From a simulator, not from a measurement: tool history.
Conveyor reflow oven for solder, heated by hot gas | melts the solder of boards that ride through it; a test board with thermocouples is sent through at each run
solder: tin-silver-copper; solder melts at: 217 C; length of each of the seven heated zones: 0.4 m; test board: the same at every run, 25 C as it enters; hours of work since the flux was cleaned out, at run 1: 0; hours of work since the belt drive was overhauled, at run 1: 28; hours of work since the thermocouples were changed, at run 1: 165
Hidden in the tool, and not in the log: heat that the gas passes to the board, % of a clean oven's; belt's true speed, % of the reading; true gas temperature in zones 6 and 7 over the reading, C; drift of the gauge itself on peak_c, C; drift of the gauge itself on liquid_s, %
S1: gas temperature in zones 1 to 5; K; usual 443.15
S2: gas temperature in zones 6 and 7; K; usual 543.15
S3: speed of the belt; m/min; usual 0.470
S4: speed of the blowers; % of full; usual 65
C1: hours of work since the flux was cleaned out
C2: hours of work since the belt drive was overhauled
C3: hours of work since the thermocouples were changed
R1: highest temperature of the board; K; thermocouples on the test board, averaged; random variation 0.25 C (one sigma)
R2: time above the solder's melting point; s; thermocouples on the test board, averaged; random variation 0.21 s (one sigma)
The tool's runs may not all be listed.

run     day      S1      S2     S3  S4   C1   C2   C3      R1     R2
  1   0.000  443.15  543.15  0.470  65    0   28  165  529.75   79.2
  2   2.133  443.15  543.15  0.470  65   23   50  188  529.75   79.5
  3   3.846  443.15  543.15  0.445  65   41   69  206  530.75   85.7
  4   6.121  443.15  543.15  0.445  65   65   93  230  531.05   85.7
  5   8.192  443.15  543.15  0.445  65   88  115  253  531.05   85.7
  6   9.629  443.15  543.15  0.470  81  103  131  268  531.55   81.9
  7  11.025  443.15  543.15  0.470  81  118  146  283  532.15   81.3
  8  13.025  443.15  555.15  0.470  65  139  167  304  540.35   87.5
  9  14.475  443.15  555.15  0.470  65  155  183  320  540.55   86.8
 10  16.458  443.15  555.15  0.470  65  176  204  341  539.95   87.7
 11  17.783  443.15  543.15  0.440  65  190  218  355  531.25   86.9
 12  19.571  443.15  543.15  0.440  65  209  237  374  531.45   87.1
 13  21.333  443.15  543.15  0.440  65  228  256  393  531.55   87.2
 14  22.400  443.15  543.15  0.440  66  240  267  405  531.75   87.7
 15  24.475  443.15  543.15  0.500  65  262  290  427  526.85   72.4
 16  26.383  451.15  557.15  0.508  71  282  310  447  541.65   84.8
     27.612  -- flux residue cleaned out of gas plates and filters
 17  29.008  444.15  535.15  0.448  59   15  336  473  522.75   77.5
 18  31.154  444.15  535.15  0.449  59   38  359  496  522.95   77.3
 19  32.921  443.15  543.15  0.470  53   57  378  515  527.25   76.6
 20  35.000  438.15  543.15  0.470  65   79  400  537  528.25   76.6
 21  37.446  438.15  543.15  0.470  65  105  426  563  528.45   76.6
 22  39.000  443.15  543.15  0.507  58  122  443  580  525.75   69.1
 23  41.396  443.15  543.15  0.512  67  147  468  606  527.35   70.1
 24  43.004  443.15  543.15  0.398  65  165  486  623  533.55  100.1
 25  44.996  443.15  543.15  0.398  65  186  507  644  533.45   99.8
 26  46.146  443.15  543.15  0.494  64  198  519  656  527.55   73.6
 27  47.888  443.15  543.15  0.494  64  217  538  675  527.35   73.6
 28  49.300  443.15  543.15  0.494  64  232  553  690  527.95   73.6
 29  51.288  453.15  554.15  0.434  78  253  574  711  544.65  102.8

Forecast each of these 4 alternatives for the next run:
  A  53.250  448.15  543.15  0.470  65  274  595  732   ?   ?
  B  53.250  453.15  554.15  0.537  84  274  595  732   ?   ?
  C  53.250  453.15  554.15  0.434  66  274  595  732   ?   ?
  D  53.250  443.15  543.15  0.486  65  274  595  732   ?   ?

run      R1     R2
  A  530.25   82.2
  B  539.65   80.0
  C  543.05  101.5
  D  528.45   75.4
Without the tool's hidden state the same runs would have given:
run      R1     R2
  A  530.35   82.2
  B  539.65   80.0
  C  543.15  101.5
  D  528.45   75.5
